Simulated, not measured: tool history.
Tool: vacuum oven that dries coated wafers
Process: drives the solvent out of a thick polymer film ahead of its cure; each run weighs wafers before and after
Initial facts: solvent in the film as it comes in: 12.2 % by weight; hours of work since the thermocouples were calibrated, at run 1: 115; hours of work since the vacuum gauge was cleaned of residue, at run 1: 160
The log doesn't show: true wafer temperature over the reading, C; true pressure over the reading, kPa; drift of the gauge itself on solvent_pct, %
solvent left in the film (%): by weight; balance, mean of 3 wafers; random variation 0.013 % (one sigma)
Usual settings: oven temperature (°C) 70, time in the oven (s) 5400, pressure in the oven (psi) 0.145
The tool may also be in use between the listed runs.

run   hour  oven temperature (°C)  time in the oven (s)  pressure in the oven (psi)  hours of work since the thermocouples were calibrated  hours of work since the vacuum gauge was cleaned of residue  solvent left in the film (%)
  1      0                     70                  5400                       0.145                                                    115                                                          160                          0.69
  2   14.1                     70                  5400                       0.145                                                    122                                                          167                           0.7
  3   29.4                     70                  5400                       0.215                                                    129                                                          175                          0.85
  4   48.6                     70                  5400                       0.215                                                    139                                                          184                          0.89
  5     58                     70                  5400                       0.145                                                    143                                                          189                          0.72
  6   78.4                     70                  5400                       0.145                                                    153                                                          199                          0.73
  7   94.4                     70                  5400                       0.145                                                    161                                                          206                           0.7
  8  105.8                     67                  8880                         0.3                                                    167                                                          212                          0.97
  9  124.3                     83                  6480                       0.145                                                    176                                                          221                          0.19
 10  137.1                     73                  6480                       0.521                                                    182                                                          227                          1.27
 11  150.6                     73                  6480                       0.521                                                    188                                                          234                          1.22

Forecast each of these 4 alternatives for the next run:
  A  168.5                     73                  6480                       0.379                                                    197                                                          243                             ?
  B  168.5                     59                  5460                       0.521                                                    197                                                          243                             ?
  C  168.5                     82                  6900                       0.521                                                    197                                                          243                             ?
  D  168.5                     73                  3240                       0.267                                                    197                                                          243                             ?

run  solvent left in the film (%)
  A                          0.96
  B                           3.3
  C                          0.83
  D                          1.55
Without the tool's hidden state the same runs would have given:
run  solvent left in the film (%)
  A                          0.95
  B                           3.3
  C                          0.83
  D                          1.54

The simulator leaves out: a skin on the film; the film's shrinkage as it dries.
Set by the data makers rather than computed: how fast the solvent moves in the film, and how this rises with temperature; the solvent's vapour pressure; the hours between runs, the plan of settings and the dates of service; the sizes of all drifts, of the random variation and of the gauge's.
